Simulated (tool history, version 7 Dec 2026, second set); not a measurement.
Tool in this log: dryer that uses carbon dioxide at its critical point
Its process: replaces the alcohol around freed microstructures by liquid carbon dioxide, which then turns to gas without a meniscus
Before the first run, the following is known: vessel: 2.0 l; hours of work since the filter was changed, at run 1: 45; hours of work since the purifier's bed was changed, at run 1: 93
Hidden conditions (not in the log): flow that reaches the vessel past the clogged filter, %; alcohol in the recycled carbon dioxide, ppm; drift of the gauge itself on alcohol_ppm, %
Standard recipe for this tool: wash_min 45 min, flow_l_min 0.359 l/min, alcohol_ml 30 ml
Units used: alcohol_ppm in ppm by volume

run   hour  wash_min  flow_l_min  alcohol_ml  hours of work since the filter was changed  hours of work since the purifier's bed was changed  alcohol_ppm
  1    0.0        45       0.359          30                                          45                                                  93           51
  2   11.7        45       0.359          69                                          50                                                  97           79
  3   27.8        45       0.359          69                                          57                                                 104           81
  4   40.4        45       0.359          69                                          62                                                 110           91
  5   53.3        45       0.359          69                                          67                                                 115           88
  6   71.5        28       0.359          30                                          75                                                 123          309
  7   93.4        28       0.359          30                                          84                                                 132          311
  8  113.8        45       0.359          26                                          93                                                 141           53
  9  131.8        45       0.359          26                                         101                                                 148           60
 10  144.4        45       0.518          26                                         106                                                 153           42
 11  162.3        45       0.359          30                                         113                                                 161           75
 12  180.1        45       0.340          30                                         121                                                 169           90
 13  191.5        45       0.359          21                                         126                                                 173           79
 14  209.9        45       0.359          21                                         133                                                 181           70
 15  223.7        45       0.359          21                                         139                                                 187           77
 16  234.1        45       0.550          30                                         144                                                 191           60
 17  254.4        45       0.550          30                                         152                                                 200           64
 18  272.3        45       0.550          30                                         160                                                 207           56
 19  290.2        45       0.550          30                                         167                                                 215           58
 20  307.2        45       0.359          30                                         175                                                 222           90
 21  326.9        45       0.359          67                                         183                                                 230          131
 22  338.7        45       0.359          30                                         188                                                 235          112
 23  351.3        45       0.359          30                                         193                                                 241          106
 24  373.3        45       0.359          30                                         202                                                 250          111
 25  392.9        45       0.359          35                                         211                                                 258          112
 26  410.9        36       0.240          99                                         218                                                 266         1818
 27  424.6        45       0.431          30                                         224                                                 272           88
 28  436.4        45       0.431          82                                         229                                                 277          119
 29  450.0        45       0.431          82                                         235                                                 282          123
 30  468.1        45       0.431          38                                         242                                                 290           93
 31  486.0        45       0.431          41                                         250                                                 297          104
 32  507.4        45       0.431          41                                         259                                                 307          105
 33  525.3        46       0.290          46                                         266                                                 314          233
 34  535.1        46       0.290          46                                         271                                                 318          246
 35  553.6        46       0.290          46                                         278                                                 326          245
 36  574.6        37       0.319          24                                         287                                                 335          235
 37  584.5        37       0.319          24                                         291                                                 339          256
     587.3  -- inlet filter changed
 38  604.6        37       0.426          24                                           7                                                 347          113
 39  617.7        37       0.426          24                                          13                                                 353          129
 40  630.4        32       0.288          53                                          18                                                 358          665
 41  642.1        32       0.288          53                                          23                                                 363          697
 42  662.4        45       0.258          53                                          32                                                 371          313
 43  677.9        44       0.359          30                                          38                                                 378          132
 44  700.0        44       0.359          30                                          47                                                 387          140
 45  720.4        34       0.277          30                                          56                                                 396          419
 46  739.8        34       0.277          46                                          64                                                 404          590
 47  759.9        34       0.277          46                                          73                                                 413          602
 48  776.4        29       0.277          45                                          80                                                 420          995

Consider 3 possible next runs. They are alternatives, not a sequence: every one starts from the tool as it was left by run 48. What does each give?
  A  789.3        45       0.359          75                                          85                                                 425            ?
  B  789.3        62       0.359         109                                          85                                                 425            ?
  C  789.3        29       0.359          30                                          85                                                 425            ?

run  alcohol_ppm
  A          175
  B          134
  C          337
Had the tool no hidden state, the same runs would have come out as:
run  alcohol_ppm
  A           51
  B           15
  C          194
